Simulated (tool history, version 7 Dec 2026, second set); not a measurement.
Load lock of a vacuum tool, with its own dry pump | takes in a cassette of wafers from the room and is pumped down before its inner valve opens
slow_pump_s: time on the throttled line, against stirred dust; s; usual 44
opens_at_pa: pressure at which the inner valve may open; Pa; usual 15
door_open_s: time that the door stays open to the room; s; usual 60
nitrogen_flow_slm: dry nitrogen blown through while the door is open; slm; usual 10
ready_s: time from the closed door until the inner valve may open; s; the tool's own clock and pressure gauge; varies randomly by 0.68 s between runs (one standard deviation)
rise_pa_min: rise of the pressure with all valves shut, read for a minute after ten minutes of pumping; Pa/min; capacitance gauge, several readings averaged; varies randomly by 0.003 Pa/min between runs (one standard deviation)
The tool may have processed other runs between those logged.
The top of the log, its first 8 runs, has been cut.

run    hour  slow_pump_s  opens_at_pa  door_open_s  nitrogen_flow_slm  incoming humidity of the room's air, %  ready_s  rise_pa_min
  9  1429.6           44           15           46                 10                                    45.5    112.4        0.265
 10  1605.3           44           15           46                 10                                    44.4    114.7        0.267
 11  1719.2           44           15           46                 10                                      44    112.8        0.278
 12  1848.4           44           15           46                 10                                    46.3    114.3        0.278
 13  1982.8           44           15           46                 10                                    42.7    114.7        0.283
 14  2153.7           44           15           46                 10                                    46.5    113.1        0.287
 15  2299.2           44           15           60                 17                                    46.8    114.4        0.299
 16    2487           44           15           60                 17                                    46.8    114.8        0.301
 17  2615.6           44           15           60                 17                                    43.2    113.7        0.304
 18  2807.6           44           15           60                 10                                    44.8    115.4        0.314
 19  3040.9           44           15           60                 10                                      47    116.4        0.326
 20  3238.4           41           20          185                 10                                    46.7    112.1         0.38
     3333.6  -- door's seal changed, seat wiped
 21  3418.1           44           17          142                 10                                      46    114.2        0.056
 22  3565.6           70           19           60                 10                                    42.5    131.3         0.03
 23  3761.1           70           19           60                 10                                      45      130        0.033
 24  3930.3           56           16           95                  5                                    47.7    123.1        0.059
 25  4042.8           56           16           95                  5                                    43.5    124.1        0.053

Run 26 is up next; what results do you expect?
 26  4190.7           36           24           32                  8                                    45.8        ?            ?

ready_s: 108.2 s
rise_pa_min: 0.029 Pa/min
Take away the tool's hidden state, keep the run-to-run variation as it was, and the same run would have given ready_s 91.3 s, rise_pa_min 0.022 Pa/min.
